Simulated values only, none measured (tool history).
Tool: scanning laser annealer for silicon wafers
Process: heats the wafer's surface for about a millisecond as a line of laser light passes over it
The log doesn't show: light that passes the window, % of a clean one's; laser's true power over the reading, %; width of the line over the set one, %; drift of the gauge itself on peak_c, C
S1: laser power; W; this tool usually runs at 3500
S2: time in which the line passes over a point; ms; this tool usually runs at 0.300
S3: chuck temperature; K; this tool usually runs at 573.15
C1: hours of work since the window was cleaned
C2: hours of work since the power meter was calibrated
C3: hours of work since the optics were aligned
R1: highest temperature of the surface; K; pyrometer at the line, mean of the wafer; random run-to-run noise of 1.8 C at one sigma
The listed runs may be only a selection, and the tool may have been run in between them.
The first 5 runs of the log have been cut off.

{"run": 6, "day": 3.883, "S1": 3500, "S2": 0.3, "S3": 573.15, "C1": 208, "C2": 186, "C3": 642, "R1": 1297.15}
{"run": 7, "day": 4.792, "S1": 3500, "S2": 0.3, "S3": 573.15, "C1": 219, "C2": 197, "C3": 653, "R1": 1295.15}
{"run": 8, "day": 5.35, "S1": 3500, "S2": 0.3, "S3": 573.15, "C1": 226, "C2": 204, "C3": 660, "R1": 1296.15}
{"run": 9, "day": 6.146, "S1": 3500, "S2": 0.3, "S3": 573.15, "C1": 236, "C2": 214, "C3": 670, "R1": 1296.15}
{"run": 10, "day": 7.129, "S1": 3006, "S2": 0.3, "S3": 573.15, "C1": 248, "C2": 226, "C3": 682, "R1": 1186.15}
{"run": 11, "day": 7.779, "S1": 3500, "S2": 0.3, "S3": 573.15, "C1": 255, "C2": 233, "C3": 689, "R1": 1294.15}
{"run": 12, "day": 8.304, "S1": 3500, "S2": 0.3, "S3": 573.15, "C1": 262, "C2": 240, "C3": 696, "R1": 1296.15}
{"run": 13, "day": 9.317, "S1": 3500, "S2": 0.3, "S3": 573.15, "C1": 274, "C2": 252, "C3": 708, "R1": 1292.15}
{"run": 14, "day": 10.171, "S1": 3500, "S2": 0.3, "S3": 573.15, "C1": 284, "C2": 262, "C3": 718, "R1": 1294.15}
{"run": 15, "day": 11.1, "S1": 3500, "S2": 0.316, "S3": 573.15, "C1": 296, "C2": 274, "C3": 730, "R1": 1310.15}
{"run": 16, "day": 12.071, "S1": 3761, "S2": 0.3, "S3": 573.15, "C1": 307, "C2": 285, "C3": 741, "R1": 1352.15}
{"run": 17, "day": 12.962, "S1": 3761, "S2": 0.3, "S3": 573.15, "C1": 318, "C2": 296, "C3": 752, "R1": 1353.15}
{"run": 18, "day": 13.912, "S1": 3761, "S2": 0.3, "S3": 573.15, "C1": 330, "C2": 308, "C3": 764, "R1": 1350.15}
{"run": 19, "day": 14.625, "S1": 3500, "S2": 0.3, "S3": 573.15, "C1": 338, "C2": 316, "C3": 772, "R1": 1290.15}
{"run": 20, "day": 15.246, "S1": 3500, "S2": 0.3, "S3": 573.15, "C1": 346, "C2": 324, "C3": 780, "R1": 1292.15}
{"run": 21, "day": 15.925, "S1": 3500, "S2": 0.3, "S3": 573.15, "C1": 354, "C2": 332, "C3": 788, "R1": 1289.15}
{"run": 22, "day": 16.442, "S1": 3414, "S2": 0.363, "S3": 573.15, "C1": 360, "C2": 338, "C3": 794, "R1": 1331.15}
{"run": 23, "day": 17.225, "S1": 3414, "S2": 0.366, "S3": 603.15, "C1": 370, "C2": 348, "C3": 804, "R1": 1369.15}
{"run": 24, "day": 17.938, "S1": 3414, "S2": 0.366, "S3": 603.15, "C1": 378, "C2": 356, "C3": 812, "R1": 1363.15}
{"run": 25, "day": 18.483, "S1": 3642, "S2": 0.32, "S3": 573.15, "C1": 385, "C2": 363, "C3": 819, "R1": 1341.15}
{"run": 26, "day": 19.533, "S1": 3642, "S2": 0.32, "S3": 573.15, "C1": 398, "C2": 376, "C3": 832, "R1": 1342.15}
{"run": 27, "day": 20.475, "S1": 3322, "S2": 0.357, "S3": 573.15, "C1": 409, "C2": 387, "C3": 843, "R1": 1307.15}
{"run": 28, "day": 20.983, "S1": 3322, "S2": 0.357, "S3": 573.15, "C1": 415, "C2": 393, "C3": 849, "R1": 1302.15}

Run 29 comes next. What will it give?
{"run": 29, "day": 21.521, "S1": 3021, "S2": 0.328, "S3": 611.15, "C1": 422, "C2": 400, "C3": 856, "R1": "?"}

Logged for run 29: R1 1244.15 K.
Without the tool's hidden state the same run would have given R1 1273.15 K.
